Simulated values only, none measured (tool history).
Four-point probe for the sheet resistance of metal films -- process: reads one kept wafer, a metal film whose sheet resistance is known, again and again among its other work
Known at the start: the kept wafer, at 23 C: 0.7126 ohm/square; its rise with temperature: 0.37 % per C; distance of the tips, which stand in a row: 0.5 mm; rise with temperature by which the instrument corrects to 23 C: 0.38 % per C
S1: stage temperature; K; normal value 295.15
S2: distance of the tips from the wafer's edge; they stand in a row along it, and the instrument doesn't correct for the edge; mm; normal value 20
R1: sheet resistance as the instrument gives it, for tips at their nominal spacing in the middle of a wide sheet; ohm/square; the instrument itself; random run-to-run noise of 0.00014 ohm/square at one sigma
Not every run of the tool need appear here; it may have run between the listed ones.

| run | hour | S1 | S2 | R1 |
|---|---|---|---|---|
| 1 | 0.0 | 295.15 | 20 | 0.715335 |
| 2 | 62.6 | 295.15 | 20 | 0.715229 |
| 3 | 142.0 | 295.15 | 20 | 0.715333 |
| 4 | 241.7 | 295.15 | 20 | 0.715347 |
| 5 | 324.8 | 295.15 | 20 | 0.715481 |
| 6 | 404.1 | 295.15 | 20 | 0.715643 |
| 7 | 503.0 | 295.15 | 20 | 0.715727 |
| 8 | 585.6 | 305.15 | 20 | 0.714816 |
| 9 | 634.8 | 295.15 | 72 | 0.715332 |
| 10 | 688.3 | 295.15 | 72 | 0.715885 |
| 11 | 789.4 | 295.15 | 72 | 0.715975 |
| 12 | 858.4 | 295.15 | 72 | 0.715723 |
| 13 | 917.1 | 295.15 | 72 | 0.715978 |
| 14 | 1000.5 | 295.15 | 72 | 0.715794 |
|  | 1017.1 | stage's thermometer calibrated |
| 15 | 1065.3 | 295.15 | 13 | 0.717260 |
| 16 | 1144.1 | 295.15 | 13 | 0.717555 |
|  | 1172.6 | stage's thermometer calibrated, once more |
| 17 | 1212.7 | 300.15 | 30 | 0.713479 |
| 18 | 1258.6 | 295.15 | 6 | 0.716587 |
| 19 | 1327.3 | 296.15 | 18 | 0.714223 |
| 20 | 1375.4 | 298.15 | 20 | 0.713988 |
| 21 | 1471.8 | 297.15 | 17 | 0.714454 |
| 22 | 1534.5 | 292.15 | 37 | 0.714805 |
| 23 | 1620.2 | 298.15 | 45 | 0.713837 |
| 24 | 1664.7 | 292.15 | 35 | 0.714609 |
| 25 | 1716.7 | 297.15 | 20 | 0.714532 |
| 26 | 1762.3 | 308.15 | 6 | 0.716195 |
| 27 | 1807.2 | 308.15 | 6 | 0.716090 |
| 28 | 1870.3 | 305.15 | 22 | 0.713964 |
| 29 | 1957.0 | 305.15 | 22 | 0.713937 |

What if the next run were any one of these 4? Each begins from the tool's condition after run 29:
| A | 2049.0 | 307.15 | 3 | ? |
| B | 2049.0 | 294.15 | 4 | ? |
| C | 2049.0 | 299.15 | 26 | ? |
| D | 2049.0 | 294.15 | 65 | ? |

| run | R1 |
|---|---|
| A | 0.724286 |
| B | 0.720781 |
| C | 0.714768 |
| D | 0.715143 |
Stripped of hidden state, with their random variation kept, the same runs would have yielded:
| run | R1 |
|---|---|
| A | 0.722181 |
| B | 0.718660 |
| C | 0.712673 |
| D | 0.713037 |
